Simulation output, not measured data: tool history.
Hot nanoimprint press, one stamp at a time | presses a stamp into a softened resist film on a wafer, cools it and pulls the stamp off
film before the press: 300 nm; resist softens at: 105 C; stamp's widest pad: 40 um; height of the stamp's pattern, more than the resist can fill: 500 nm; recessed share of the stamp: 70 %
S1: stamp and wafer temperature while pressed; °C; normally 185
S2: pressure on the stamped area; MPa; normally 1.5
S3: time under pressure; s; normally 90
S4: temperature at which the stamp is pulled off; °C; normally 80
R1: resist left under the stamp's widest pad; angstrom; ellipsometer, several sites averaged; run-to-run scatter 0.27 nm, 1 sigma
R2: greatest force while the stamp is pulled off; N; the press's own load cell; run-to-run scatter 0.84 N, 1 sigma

Run 1, hour 0: usual settings. Result: R1 1233 angstrom, R2 198.3 N.
Run 2, hour 21: usual settings. Result: R1 1232 angstrom, R2 199.1 N.
Run 3, hour 46.7: usual settings. Result: R1 1229 angstrom, R2 202.8 N.
Run 4, hour 61.7: usual settings. Result: R1 1236 angstrom, R2 203.5 N.
Run 5, hour 74.1: usual settings but S2 1.79 MPa. Result: R1 1126 angstrom, R2 204.4 N.
Run 6, hour 88.8: usual settings but S2 1.79 MPa. Result: R1 1126 angstrom, R2 204.3 N.
At hour 119.4: press's hydraulic seals changed and the load cell set to zero.
Run 7, hour 119.5: usual settings but S2 1.79 MPa. Result: R1 1114 angstrom, R2 206.8 N.
Run 8, hour 139.6: usual settings but S2 1.79 MPa. Result: R1 1112 angstrom, R2 208.3 N.
Run 9, hour 153: usual settings but S2 1.79 MPa. Result: R1 1108 angstrom, R2 208.1 N.
At hour 161.1: stamp cleaned and given a new release coat.
Run 10, hour 174.6: usual settings but S2 1.79 MPa. Result: R1 1107 angstrom, R2 198.1 N.
Run 11, hour 198.7: usual settings. Result: R1 1210 angstrom, R2 198.5 N.
Run 12, hour 223.6: usual settings. Result: R1 1210 angstrom, R2 201.1 N.
Run 13, hour 249.8: usual settings but S2 1.76 MPa. Result: R1 1111 angstrom, R2 204 N.
Run 14, hour 264.9: usual settings but S2 1.76 MPa. Result: R1 1112 angstrom, R2 205.7 N.
At hour 288.9: plate thermocouple calibrated.
Run 15, hour 290.7: usual settings. Result: R1 1191 angstrom, R2 205.4 N.
At hour 316.2: stamp cleaned and given a new release coat.
Run 16, hour 323.9: usual settings but S2 1.4 MPa. Result: R1 1230 angstrom, R2 193.9 N.
Run 17, hour 336.1: usual settings but S1 179 °C, S3 45 s. Result: R1 1742 angstrom, R2 196.1 N.
Run 18, hour 353: usual settings but S1 179 °C, S3 122 s. Result: R1 1239 angstrom, R2 197.3 N.
Run 19, hour 382.2: usual settings but S1 179 °C, S3 122 s. Result: R1 1235 angstrom, R2 198.6 N.
At hour 392.3: plate thermocouple calibrated, once more.
Run 20, hour 402.5: usual settings but S1 179 °C, S3 57 s, S4 67 °C. Result: R1 1706 angstrom, R2 241.2 N.
Run 21, hour 420.6: usual settings but S1 179 °C, S3 57 s, S4 67 °C. Result: R1 1709 angstrom, R2 245.8 N.
Run 22, hour 437.6: usual settings but S2 1.49 MPa, S3 50 s, S4 70 °C. Result: R1 1557 angstrom, R2 237.5 N.
Run 23, hour 456.9: usual settings but S2 1.49 MPa, S3 50 s, S4 70 °C. Result: R1 1551 angstrom, R2 239.1 N.
At hour 473.1: stamp cleaned and given a new release coat.
Run 24, hour 486.1: usual settings but S1 187 °C, S3 145 s. Result: R1 987 angstrom, R2 199 N.
Run 25, hour 508.8: usual settings but S3 94 s. Result: R1 1225 angstrom, R2 198.8 N.
Run 26, hour 530.4: usual settings but S3 94 s. Result: R1 1222 angstrom, R2 203.2 N.
Run 27, hour 549.7: usual settings but S1 194 °C, S3 94 s, S4 75 °C. Result: R1 977 angstrom, R2 219.9 N.
Run 28, hour 563.1: usual settings but S1 176 °C, S2 1.55 MPa, S3 52 s, S4 68 °C. Result: R1 1845 angstrom, R2 239.9 N.
Run 29, hour 578.2: usual settings but S1 176 °C, S2 1.55 MPa, S3 52 s, S4 68 °C. Result: R1 1846 angstrom, R2 240.7 N.

Here are 4 independent what-if runs from the current tool condition. What would each one return?
Run A, hour 604.5: usual settings but S1 176 °C, S2 1.55 MPa, S3 125 s, S4 68 °C. Result: R1 ?, R2 ?.
Run B, hour 604.5: usual settings but S1 184 °C, S2 1.22 MPa, S4 67 °C. Result: R1 ?, R2 ?.
Run C, hour 604.5: usual settings but S1 182 °C, S2 1.55 MPa, S3 123 s, S4 68 °C. Result: R1 ?, R2 ?.
Run D, hour 604.5: usual settings but S1 176 °C, S2 1.55 MPa, S3 54 s, S4 68 °C. Result: R1 ?, R2 ?.

run    R1     R2
  A  1377  243.5
  B  1401    245
  C  1170  244.2
  D  1821  243.9
Take away the tool's hidden state, keep each run's random variation, and the runs would have read:
run    R1     R2
  A  1391  231.2
  B  1415  232.6
  C  1182  231.9
  D  1837  231.6

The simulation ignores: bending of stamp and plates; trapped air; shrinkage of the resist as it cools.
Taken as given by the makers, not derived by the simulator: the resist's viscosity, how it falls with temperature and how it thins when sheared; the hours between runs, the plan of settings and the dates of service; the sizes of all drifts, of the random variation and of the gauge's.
